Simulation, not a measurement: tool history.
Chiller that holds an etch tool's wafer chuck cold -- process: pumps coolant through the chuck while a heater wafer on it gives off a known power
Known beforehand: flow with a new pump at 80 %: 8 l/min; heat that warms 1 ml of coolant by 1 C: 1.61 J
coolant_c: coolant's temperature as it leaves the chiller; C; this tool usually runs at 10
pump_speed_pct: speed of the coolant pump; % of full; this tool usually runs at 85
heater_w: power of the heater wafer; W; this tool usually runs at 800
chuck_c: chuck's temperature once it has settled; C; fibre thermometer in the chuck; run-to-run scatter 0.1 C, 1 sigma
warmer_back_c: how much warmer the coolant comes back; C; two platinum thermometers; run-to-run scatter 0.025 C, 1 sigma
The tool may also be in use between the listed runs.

run 1 hour=0 | coolant_c=10 pump_speed_pct=85 heater_w=800 | chuck_c=21.7 warmer_back_c=3.54
run 2 hour=50.1 | coolant_c=10 pump_speed_pct=85 heater_w=800 | chuck_c=21.6 warmer_back_c=3.57
run 3 hour=91.8 | coolant_c=10 pump_speed_pct=96 heater_w=800 | chuck_c=20.6 warmer_back_c=3.14
run 4 hour=129.8 | coolant_c=10 pump_speed_pct=96 heater_w=800 | chuck_c=20.8 warmer_back_c=3.1
run 5 hour=156 | coolant_c=10 pump_speed_pct=66 heater_w=800 | chuck_c=24.7 warmer_back_c=4.65
run 6 hour=187.6 | coolant_c=10 pump_speed_pct=66 heater_w=800 | chuck_c=24.6 warmer_back_c=4.68
run 7 hour=210.1 | coolant_c=7 pump_speed_pct=72 heater_w=675 | chuck_c=18.5 warmer_back_c=3.59
run 8 hour=250.8 | coolant_c=9 pump_speed_pct=72 heater_w=504 | chuck_c=17.4 warmer_back_c=2.7
run 9 hour=292.9 | coolant_c=10 pump_speed_pct=82 heater_w=1082 | chuck_c=26.8 warmer_back_c=5

Run 10 is up next; what results do you expect?
run 10 hour=327.5 | coolant_c=10 pump_speed_pct=82 heater_w=1082 | chuck_c=? warmer_back_c=?

{"run 10": {"chuck_c": 26.6, "warmer_back_c": 5.01}}
If the tool had no hidden condition, the same run with the same run-to-run variation would have returned chuck_c 24.2 C, warmer_back_c 4.89 C.
